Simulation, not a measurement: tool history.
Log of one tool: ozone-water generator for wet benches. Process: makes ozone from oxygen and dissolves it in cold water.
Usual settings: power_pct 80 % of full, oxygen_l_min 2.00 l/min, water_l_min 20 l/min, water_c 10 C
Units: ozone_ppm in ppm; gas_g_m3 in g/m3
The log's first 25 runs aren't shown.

{"run": 26, "hour": 2220.2, "power_pct": 80, "oxygen_l_min": 2.0, "water_l_min": 30, "water_c": 13, "ozone_ppm": 11.6, "gas_g_m3": 304.9}
{"run": 27, "hour": 2315.5, "power_pct": 80, "oxygen_l_min": 2.0, "water_l_min": 30, "water_c": 13, "ozone_ppm": 11.5, "gas_g_m3": 303.8}
{"run": 28, "hour": 2395.1, "power_pct": 80, "oxygen_l_min": 2.0, "water_l_min": 20, "water_c": 14, "ozone_ppm": 18.5, "gas_g_m3": 304.4}
{"run": 29, "hour": 2519.6, "power_pct": 80, "oxygen_l_min": 2.0, "water_l_min": 20, "water_c": 14, "ozone_ppm": 18.4, "gas_g_m3": 303.1}
{"run": 30, "hour": 2631.9, "power_pct": 80, "oxygen_l_min": 2.0, "water_l_min": 14, "water_c": 10, "ozone_ppm": 27.4, "gas_g_m3": 303.0}
{"run": 31, "hour": 2687.2, "power_pct": 80, "oxygen_l_min": 1.88, "water_l_min": 14, "water_c": 5, "ozone_ppm": 27.9, "gas_g_m3": 312.7}
{"run": 32, "hour": 2791.4, "power_pct": 41, "oxygen_l_min": 1.21, "water_l_min": 14, "water_c": 8, "ozone_ppm": 14.3, "gas_g_m3": 228.9}
{"run": 33, "hour": 2874.7, "power_pct": 89, "oxygen_l_min": 2.0, "water_l_min": 25, "water_c": 10, "ozone_ppm": 15.8, "gas_g_m3": 330.0}

3 ways to go on from here, each from the tool as it stands after run 33. What would each give?
{"run": "A", "hour": 2925.4, "power_pct": 72, "oxygen_l_min": 2.0, "water_l_min": 25, "water_c": 16, "ozone_ppm": "?", "gas_g_m3": "?"}
{"run": "B", "hour": 2925.4, "power_pct": 41, "oxygen_l_min": 3.25, "water_l_min": 25, "water_c": 16, "ozone_ppm": "?", "gas_g_m3": "?"}
{"run": "C", "hour": 2925.4, "power_pct": 89, "oxygen_l_min": 3.48, "water_l_min": 28, "water_c": 12, "ozone_ppm": "?", "gas_g_m3": "?"}

run=A ozone_ppm=12.9 gas_g_m3=276.1
run=B ozone_ppm=9.1 gas_g_m3=134.6
run=C ozone_ppm=16.2 gas_g_m3=247.3
Without the tool's hidden state the same runs would have given:
run=A ozone_ppm=12.9 gas_g_m3=276.3
run=B ozone_ppm=9.1 gas_g_m3=134.6
run=C ozone_ppm=16.3 gas_g_m3=247.5
